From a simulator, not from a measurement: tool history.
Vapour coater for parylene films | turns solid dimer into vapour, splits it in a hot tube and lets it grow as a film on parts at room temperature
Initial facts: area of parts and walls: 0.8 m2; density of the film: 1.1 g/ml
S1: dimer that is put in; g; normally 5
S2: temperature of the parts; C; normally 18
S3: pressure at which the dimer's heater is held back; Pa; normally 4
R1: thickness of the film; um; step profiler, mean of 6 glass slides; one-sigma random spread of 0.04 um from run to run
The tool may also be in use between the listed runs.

Run 1, hour 0: usual settings. Result: R1 4.25 um.
Run 2, hour 33.5: usual settings. Result: R1 4.21 um.
Run 3, hour 61.2: usual settings. Result: R1 4.17 um.
At hour 87.1: trap's valve overhauled.
Run 4, hour 109.2: usual settings. Result: R1 3.96 um.
Run 5, hour 139.5: usual settings. Result: R1 3.94 um.
Run 6, hour 165.6: usual settings. Result: R1 3.92 um.
Run 7, hour 184.5: usual settings. Result: R1 3.93 um.
At hour 198.5: trap's valve overhauled, once more.
Run 8, hour 208.9: usual settings. Result: R1 4.72 um.
Run 9, hour 228.6: usual settings. Result: R1 4.59 um.
Run 10, hour 261.1: usual settings. Result: R1 4.61 um.
Run 11, hour 292.3: usual settings but S2 26 C. Result: R1 4.01 um.
Run 12, hour 320.9: usual settings but S2 26 C. Result: R1 4.01 um.
Run 13, hour 356.1: usual settings but S3 5.41 Pa. Result: R1 4.28 um.
Run 14, hour 385.1: usual settings but S3 5.41 Pa. Result: R1 4.31 um.
Run 15, hour 425.7: usual settings but S2 21 C. Result: R1 4.26 um.
Run 16, hour 449.1: usual settings but S2 21 C. Result: R1 4.32 um.
Run 17, hour 477.8: usual settings. Result: R1 4.5 um.
Run 18, hour 499: usual settings but S3 9.37 Pa. Result: R1 3.7 um.
Run 19, hour 531.6: usual settings. Result: R1 4.49 um.
Run 20, hour 556.3: usual settings but S3 3.65 Pa. Result: R1 4.64 um.
Run 21, hour 595.8: usual settings but S3 3.65 Pa. Result: R1 4.56 um.
Run 22, hour 630.2: usual settings but S3 3.65 Pa. Result: R1 4.48 um.
Run 23, hour 649.9: usual settings but S3 3.65 Pa. Result: R1 4.51 um.
Run 24, hour 693.9: usual settings but S3 6.87 Pa. Result: R1 3.85 um.
Run 25, hour 721.3: usual settings but S3 6.87 Pa. Result: R1 3.85 um.
Run 26, hour 758.4: usual settings but S1 7 g, S3 3.57 Pa. Result: R1 6.31 um.
Run 27, hour 792.7: usual settings but S1 3 g, S2 10 C. Result: R1 3.02 um.
Run 28, hour 813.4: usual settings but S1 3 g, S2 10 C. Result: R1 3.02 um.
Run 29, hour 838.8: usual settings but S1 3 g, S2 15 C, S3 2.79 Pa. Result: R1 2.96 um.
Run 30, hour 859.2: usual settings but S1 3 g, S2 15 C, S3 2.79 Pa. Result: R1 2.93 um.
Run 31, hour 887.1: usual settings but S1 3 g, S2 15 C, S3 2.79 Pa. Result: R1 2.97 um.
Run 32, hour 921.9: usual settings but S1 6 g, S2 12 C, S3 2.07 Pa. Result: R1 6 um.
Run 33, hour 954.5: usual settings but S1 4 g, S2 27 C, S3 6.39 Pa. Result: R1 2.55 um.
Run 34, hour 986.3: usual settings but S1 3 g, S2 27 C, S3 6.39 Pa. Result: R1 1.96 um.
Run 35, hour 1009.4: usual settings but S1 3 g, S2 27 C, S3 6.39 Pa. Result: R1 1.93 um.
At hour 1044.3: trap's valve overhauled.
Run 36, hour 1047.3: usual settings but S2 23 C, S3 4.04 Pa. Result: R1 4.32 um.
Run 37, hour 1084.3: usual settings but S3 4.11 Pa. Result: R1 4.61 um.
Run 38, hour 1107: usual settings but S3 4.11 Pa. Result: R1 4.65 um.
Run 39, hour 1150.1: usual settings but S1 3 g, S2 20 C, S3 7.01 Pa. Result: R1 2.4 um.
Run 40, hour 1191.4: usual settings but S1 2 g, S2 22 C, S3 5.4 Pa. Result: R1 1.61 um.
Run 41, hour 1218.1: usual settings but S1 2 g, S2 11 C, S3 6.65 Pa. Result: R1 1.86 um.
Run 42, hour 1247.2: usual settings but S3 8.59 Pa. Result: R1 3.84 um.
Run 43, hour 1275.5: usual settings but S3 8.59 Pa. Result: R1 3.85 um.
Run 44, hour 1306.7: usual settings but S1 6 g, S2 28 C. Result: R1 4.57 um.
At hour 1336.6: table's thermometer calibrated.
Run 45, hour 1348.3: usual settings but S1 7 g, S2 16 C. Result: R1 6.6 um.
Run 46, hour 1370.4: usual settings but S1 7 g, S2 16 C. Result: R1 6.39 um.
Run 47, hour 1403: usual settings but S2 22 C. Result: R1 4.13 um.

Below are 4 alternative next runs, each starting from the tool's condition after run 47. Predict each:
Run A, hour 1437.3: usual settings but S1 2 g, S2 24 C. Result: R1 ?.
Run B, hour 1437.3: usual settings but S2 17 C, S3 10.13 Pa. Result: R1 ?.
Run C, hour 1437.3: usual settings but S1 4 g. Result: R1 ?.
Run D, hour 1437.3: usual settings but S2 22 C, S3 4.41 Pa. Result: R1 ?.

run    R1
  A  1.56
  B  3.59
  C  3.63
  D  4.05
Without the tool's hidden state the same runs would have given:
run    R1
  A  1.65
  B   3.8
  C  3.84
  D  4.29

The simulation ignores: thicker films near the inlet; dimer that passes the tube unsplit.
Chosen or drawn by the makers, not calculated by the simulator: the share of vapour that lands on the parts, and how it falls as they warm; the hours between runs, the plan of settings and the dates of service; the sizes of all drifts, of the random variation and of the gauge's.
